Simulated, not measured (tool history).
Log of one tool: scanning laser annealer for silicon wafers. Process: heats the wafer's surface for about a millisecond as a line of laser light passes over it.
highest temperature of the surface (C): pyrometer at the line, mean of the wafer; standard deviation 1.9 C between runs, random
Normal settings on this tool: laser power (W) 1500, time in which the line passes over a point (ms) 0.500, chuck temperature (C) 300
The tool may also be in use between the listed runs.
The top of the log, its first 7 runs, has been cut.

run   hour  laser power (W)  time in which the line passes over a point (ms)  chuck temperature (C)  hours of work since the window was cleaned  hours of work since the power meter was calibrated  hours of work since the optics were aligned  highest temperature of the surface (C)
  8   52.1             1500                                            0.500                    300                                         401                                                 174                                           61                                    1091
  9   58.2             1500                                            0.500                    300                                         406                                                 179                                           66                                    1094
 10   65.2             1500                                            0.519                    300                                         412                                                 184                                           71                                    1107
 11   69.4             1500                                            0.426                    300                                         415                                                 187                                           74                                    1035
 12   77.7             1500                                            0.500                    321                                         421                                                 194                                           81                                    1113
 13   84.9             1500                                            0.557                    321                                         427                                                 199                                           86                                    1154
 14   90.8             1500                                            0.557                    321                                         432                                                 204                                           91                                    1153
 15   98.9             1500                                            0.557                    321                                         438                                                 210                                           97                                    1151
 16  107.4             1431                                            0.500                    300                                         445                                                 217                                          104                                    1042
 17  116.3             1431                                            0.500                    300                                         452                                                 224                                          111                                    1042
 18  120.3             1356                                            0.500                    281                                         455                                                 227                                          114                                     976
 19  124.4             1356                                            0.500                    281                                         458                                                 230                                          117                                     975
 20  128.1             1356                                            0.500                    281                                         461                                                 233                                          120                                     974
 21  134.5             1356                                            0.369                    294                                         466                                                 238                                          125                                     893
     142.8  -- window over the wafer cleaned
 22  145.4             1356                                            0.369                    294                                           2                                                 245                                          132                                     940
 23  153.3             1276                                            0.500                    300                                           8                                                 251                                          138                                     989
 24  157.9             1276                                            0.500                    300                                          12                                                 255                                          142                                     988
 25  166.5             1335                                            0.571                    317                                          18                                                 262                                          149                                    1091
 26  174.1             1633                                            0.480                    284                                          24                                                 268                                          154                                    1202
 27  183.2             1633                                            0.480                    284                                          32                                                 275                                          162                                    1203
 28  191.0             1500                                            0.486                    300                                          38                                                 281                                          168                                    1128
 29  197.0             1500                                            0.486                    300                                          42                                                 285                                          172                                    1131
 30  205.3             1493                                            0.600                    331                                          49                                                 292                                          179                                    1241
 31  210.8             1475                                            0.447                    331                                          53                                                 296                                          183                                    1110
 32  217.5             1475                                            0.447                    327                                          58                                                 301                                          188                                    1105

5 ways to go on from here, each from the tool as it stands after run 32. What would each give?
  A  224.7             1517                                            0.500                    330                                          64                                                 307                                          194                                       ?
  B  224.7             1341                                            0.451                    327                                          64                                                 307                                          194                                       ?
  C  224.7             1517                                            0.553                    300                                          64                                                 307                                          194                                       ?
  D  224.7             1353                                            0.500                    291                                          64                                                 307                                          194                                       ?
  E  224.7             1640                                            0.353                    307                                          64                                                 307                                          194                                       ?

run  highest temperature of the surface (C)
  A                                    1180
  B                                    1020
  C                                    1192
  D                                    1028
  E                                    1101
Take away the tool's hidden state, keep each run's random variation, and the runs would have read:
run  highest temperature of the surface (C)
  A                                    1191
  B                                    1029
  C                                    1204
  D                                    1037
  E                                    1112

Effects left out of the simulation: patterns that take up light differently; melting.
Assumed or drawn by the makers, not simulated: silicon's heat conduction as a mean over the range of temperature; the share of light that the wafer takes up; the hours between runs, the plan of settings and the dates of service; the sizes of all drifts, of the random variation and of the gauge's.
